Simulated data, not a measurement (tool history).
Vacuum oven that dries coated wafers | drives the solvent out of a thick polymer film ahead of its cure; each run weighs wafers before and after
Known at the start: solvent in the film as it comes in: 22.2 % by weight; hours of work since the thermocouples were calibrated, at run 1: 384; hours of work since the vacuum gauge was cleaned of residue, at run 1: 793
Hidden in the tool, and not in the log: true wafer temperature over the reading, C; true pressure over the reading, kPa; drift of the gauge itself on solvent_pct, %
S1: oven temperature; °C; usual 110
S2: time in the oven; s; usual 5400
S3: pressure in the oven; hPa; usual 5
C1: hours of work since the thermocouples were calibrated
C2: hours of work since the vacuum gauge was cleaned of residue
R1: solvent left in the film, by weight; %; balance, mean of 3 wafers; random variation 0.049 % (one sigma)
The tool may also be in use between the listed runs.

Run 1, hour 0: usual settings; C1 384; C2 793. Result: R1 4.06 %.
Run 2, hour 40.1: usual settings; C1 416; C2 824. Result: R1 3.99 %.
Run 3, hour 73.2: usual settings; C1 442; C2 850. Result: R1 4.1 %.
Run 4, hour 98.4: usual settings but S3 5.16 hPa; C1 461; C2 870. Result: R1 4.05 %.
Run 5, hour 127.8: usual settings but S3 5.64 hPa; C1 485; C2 893. Result: R1 4.15 %.
Run 6, hour 154.9: usual settings; C1 506; C2 914. Result: R1 4.01 %.
Run 7, hour 182.1: usual settings but S2 9060 s; C1 527; C2 935. Result: R1 1.73 %.
Run 8, hour 218.8: usual settings but S1 104 °C; C1 556; C2 964. Result: R1 6.13 %.
Run 9, hour 258.2: usual settings; C1 587; C2 995. Result: R1 4.1 %.
Run 10, hour 274.9: usual settings; C1 600; C2 1008. Result: R1 4.04 %.

The next listed run, before its measurement:
Run 11, hour 315.5: usual settings but S1 111 °C, S2 3000 s; C1 631; C2 1040. Result: R1 ?.

R1: 7.3 %
Without the tool's hidden state the same run would have given R1 7.31 %.
